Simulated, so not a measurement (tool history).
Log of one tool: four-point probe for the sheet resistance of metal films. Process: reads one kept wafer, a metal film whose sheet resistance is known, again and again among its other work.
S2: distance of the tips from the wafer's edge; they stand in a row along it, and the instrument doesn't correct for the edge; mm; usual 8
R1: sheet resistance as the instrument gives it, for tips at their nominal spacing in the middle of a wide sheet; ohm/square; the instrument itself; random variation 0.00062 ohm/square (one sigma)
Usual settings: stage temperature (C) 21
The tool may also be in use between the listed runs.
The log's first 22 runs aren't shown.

{"run": 23, "day": 11.175, "stage temperature (C)": 21, "S2": 8, "R1": 3.146386}
{"run": 24, "day": 11.6, "stage temperature (C)": 22, "S2": 7, "R1": 3.147828}
{"run": 25, "day": 12.321, "stage temperature (C)": 20, "S2": 5, "R1": 3.16237}
{"run": 26, "day": 12.838, "stage temperature (C)": 20, "S2": 5, "R1": 3.162926}
{"run": 27, "day": 13.371, "stage temperature (C)": 23, "S2": 6, "R1": 3.154764}
{"run": 28, "day": 13.883, "stage temperature (C)": 18, "S2": 3, "R1": 3.209704}
{"run": 29, "day": 14.179, "stage temperature (C)": 29, "S2": 5, "R1": 3.161171}
{"run": 30, "day": 14.817, "stage temperature (C)": 21, "S2": 22, "R1": 3.137091}
{"run": 31, "day": 15.15, "stage temperature (C)": 30, "S2": 4, "R1": 3.175509}
{"run": 32, "day": 15.704, "stage temperature (C)": 22, "S2": 20, "R1": 3.138872}
{"run": 33, "day": 16.383, "stage temperature (C)": 22, "S2": 20, "R1": 3.13882}
{"run": 34, "day": 17.083, "stage temperature (C)": 25, "S2": 8, "R1": 3.14665}
{"run": 35, "day": 17.762, "stage temperature (C)": 26, "S2": 31, "R1": 3.136905}
{"run": 36, "day": 18.204, "stage temperature (C)": 21, "S2": 9, "R1": 3.144542}
{"run": 37, "day": 18.538, "stage temperature (C)": 25, "S2": 4, "R1": 3.179311}
{"run": 38, "day": 18.879, "stage temperature (C)": 25, "S2": 9, "R1": 3.14539}
{"run": 39, "day": 19.283, "stage temperature (C)": 25, "S2": 20, "R1": 3.137797}
{"run": 40, "day": 19.767, "stage temperature (C)": 25, "S2": 20, "R1": 3.137943}
{"run": 41, "day": 20.196, "stage temperature (C)": 25, "S2": 20, "R1": 3.138917}
{"run": 42, "day": 20.883, "stage temperature (C)": 25, "S2": 20, "R1": 3.137676}
{"run": 43, "day": 21.196, "stage temperature (C)": 22, "S2": 70, "R1": 3.137187}
{"run": 44, "day": 21.888, "stage temperature (C)": 26, "S2": 5, "R1": 3.164616}
{"run": 45, "day": 22.496, "stage temperature (C)": 26, "S2": 21, "R1": 3.138695}
{"run": 46, "day": 22.871, "stage temperature (C)": 26, "S2": 6, "R1": 3.155383}

Forecast each of these 3 alternatives for the next run:
{"run": "A", "day": 23.538, "stage temperature (C)": 20, "S2": 56, "R1": "?"}
{"run": "B", "day": 23.538, "stage temperature (C)": 25, "S2": 8, "R1": "?"}
{"run": "C", "day": 23.538, "stage temperature (C)": 29, "S2": 7, "R1": "?"}

run=A R1=3.138529
run=B R1=3.149274
run=C R1=3.150487
Without the tool's hidden state the same runs would have given:
run=A R1=3.112439
run=B R1=3.123116
run=C R1=3.124333
